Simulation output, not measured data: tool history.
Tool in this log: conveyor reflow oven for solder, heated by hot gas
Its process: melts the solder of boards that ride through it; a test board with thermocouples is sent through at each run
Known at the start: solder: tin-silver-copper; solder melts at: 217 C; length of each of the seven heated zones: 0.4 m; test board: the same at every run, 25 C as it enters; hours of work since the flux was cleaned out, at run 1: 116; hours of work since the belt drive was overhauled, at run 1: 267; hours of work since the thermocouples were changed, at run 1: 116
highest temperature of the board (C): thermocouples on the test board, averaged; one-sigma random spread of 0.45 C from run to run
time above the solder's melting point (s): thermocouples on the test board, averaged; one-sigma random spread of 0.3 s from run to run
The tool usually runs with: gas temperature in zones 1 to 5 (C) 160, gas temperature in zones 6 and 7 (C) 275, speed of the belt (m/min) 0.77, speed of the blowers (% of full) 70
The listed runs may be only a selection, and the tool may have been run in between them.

run	hour	gas temperature in zones 1 to 5 (C)	gas temperature in zones 6 and 7 (C)	speed of the belt (m/min)	speed of the blowers (% of full)	hours of work since the flux was cleaned out	hours of work since the belt drive was overhauled	hours of work since the thermocouples were changed	highest temperature of the board (C)	time above the solder's melting point (s)
1	0	160	275	0.77	70	116	267	116	252.9	43.3
2	10.5	151	275	0.77	70	124	274	124	251.2	39.9
3	23.5	160	275	0.865	70	133	283	133	248.1	34.9
4	34.4	173	275	0.77	70	141	291	141	255.2	47.8
5	45.7	160	275	0.77	70	149	299	149	252.9	43.5
6	57	160	267	0.77	70	157	307	157	246.2	38.8
7	65.9	160	267	0.77	70	163	313	163	246	38.4
8	78.2	160	275	0.77	70	172	322	172	252.2	43.1
9	90.8	160	275	0.77	70	181	331	181	253.1	43.3
10	103.7	160	275	0.735	81	190	340	190	256.6	47.9
11	114.5	160	275	0.735	81	198	348	198	255.6	48.1
12	120.3	156	275	0.77	69	202	352	202	250.7	40.9
13	128	160	275	0.819	65	207	357	207	248.2	37.4
14	138.8	160	275	0.819	65	215	365	215	248.6	37.4
15	147.1	170	282	0.913	82	221	371	221	255	39.1
16	158.8	159	272	0.738	55	229	379	229	247.7	41

Alternative continuations, all from the tool just after run 16; predict every row:
A	167.5	151	274	0.764	55	235	386	235	?	?
B	167.5	163	272	0.709	55	235	386	235	?	?
C	167.5	168	272	0.871	55	235	386	235	?	?

run	highest temperature of the board (C)	time above the solder's melting point (s)
A	247.1	36.4
B	251.1	46.2
C	242.9	31.9
Without the tool's hidden state the same runs would have given:
run	highest temperature of the board (C)	time above the solder's melting point (s)
A	250.3	38.7
B	253.9	48.1
C	245.9	34.2

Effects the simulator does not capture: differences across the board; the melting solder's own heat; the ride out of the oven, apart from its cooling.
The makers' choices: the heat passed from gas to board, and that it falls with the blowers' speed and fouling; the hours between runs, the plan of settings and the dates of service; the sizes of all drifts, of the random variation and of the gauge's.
